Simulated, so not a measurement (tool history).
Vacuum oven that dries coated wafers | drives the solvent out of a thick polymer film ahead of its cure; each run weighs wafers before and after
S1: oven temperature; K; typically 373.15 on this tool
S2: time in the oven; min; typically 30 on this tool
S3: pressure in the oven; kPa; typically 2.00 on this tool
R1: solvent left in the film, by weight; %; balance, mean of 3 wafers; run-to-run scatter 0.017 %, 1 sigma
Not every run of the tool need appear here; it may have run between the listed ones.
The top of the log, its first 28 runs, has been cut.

run     day      S1  S2    S3    R1
 29  50.188  363.15  34  1.61  4.41
 30  52.729  363.15  24  6.21  7.88
 31  55.112  373.15  20  6.48  5.30
 32  56.962  373.15  20  6.48  5.28
     58.096  -- oven's thermocouples calibrated
 33  58.683  373.15  20  6.48  5.08
 34  60.492  373.15  20  6.48  5.03
 35  62.812  373.15  30  2.77  2.45
 36  64.071  373.15  30  2.00  2.18
 37  66.562  373.15  42  1.17  1.09
 38  68.300  373.15  42  1.17  1.10
 39  69.796  373.15  46  2.00  1.28

Predict each of these 3 candidate next runs independently; none follows another, all start after run 39:
  A  71.775  373.15  30  3.20   ?
  B  71.775  360.15  49  5.65   ?
  C  71.775  358.15  46  6.85   ?

run    R1
  A  2.63
  B  5.81
  C  7.34
The same runs, with their run-to-run variation unchanged, on a tool lacking any hidden condition would have given:
run    R1
  A  2.57
  B  5.72
  C  7.25

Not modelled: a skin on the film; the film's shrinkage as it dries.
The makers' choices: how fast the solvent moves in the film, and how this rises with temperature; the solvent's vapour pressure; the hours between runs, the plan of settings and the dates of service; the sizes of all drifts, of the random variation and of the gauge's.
